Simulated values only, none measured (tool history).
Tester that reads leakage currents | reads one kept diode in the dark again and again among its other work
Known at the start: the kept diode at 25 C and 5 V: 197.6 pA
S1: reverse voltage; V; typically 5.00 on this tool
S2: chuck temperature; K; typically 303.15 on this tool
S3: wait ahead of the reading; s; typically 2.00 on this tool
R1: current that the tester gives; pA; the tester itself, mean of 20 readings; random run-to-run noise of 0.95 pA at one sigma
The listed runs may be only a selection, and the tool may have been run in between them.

Run 1, hour 0.0: usual settings. Result: R1 351.52 pA.
Run 2, hour 32.7: usual settings. Result: R1 353.08 pA.
Run 3, hour 65.7: usual settings. Result: R1 353.17 pA.
Run 4, hour 126.0: usual settings. Result: R1 354.71 pA.
Run 5, hour 184.6: usual settings. Result: R1 355.90 pA.
At hour 189.6: chuck's temperature calibrated.
Run 6, hour 228.7: usual settings. Result: R1 360.81 pA.
Run 7, hour 277.8: usual settings. Result: R1 363.44 pA.
Run 8, hour 322.1: usual settings but S1 1.24 V, S2 332.15 K, S3 2.09 s. Result: R1 2129.73 pA.
Run 9, hour 370.8: usual settings but S1 1.94 V, S2 299.15 K, S3 2.09 s. Result: R1 162.86 pA.
At hour 376.1: chuck's temperature calibrated, once more.
Run 10, hour 413.7: usual settings but S1 5.30 V, S3 2.81 s. Result: R1 338.92 pA.
Run 11, hour 446.2: usual settings but S1 4.78 V, S3 0.84 s. Result: R1 322.71 pA.

Consider 3 possible next runs. They are alternatives, not a sequence: every one starts from the tool as it was left by run 11. What does each give?
Run A, hour 488.2: usual settings but S3 5.94 s. Result: R1 ?.
Run B, hour 488.2: usual settings but S2 308.15 K, S3 4.79 s. Result: R1 ?.
Run C, hour 488.2: usual settings but S2 300.15 K. Result: R1 ?.

run      R1
  A  331.18
  B  513.97
  C  253.22
The same runs, with their run-to-run variation unchanged, on a tool lacking any hidden condition would have given:
run      R1
  A  316.86
  B  497.54
  C  239.83
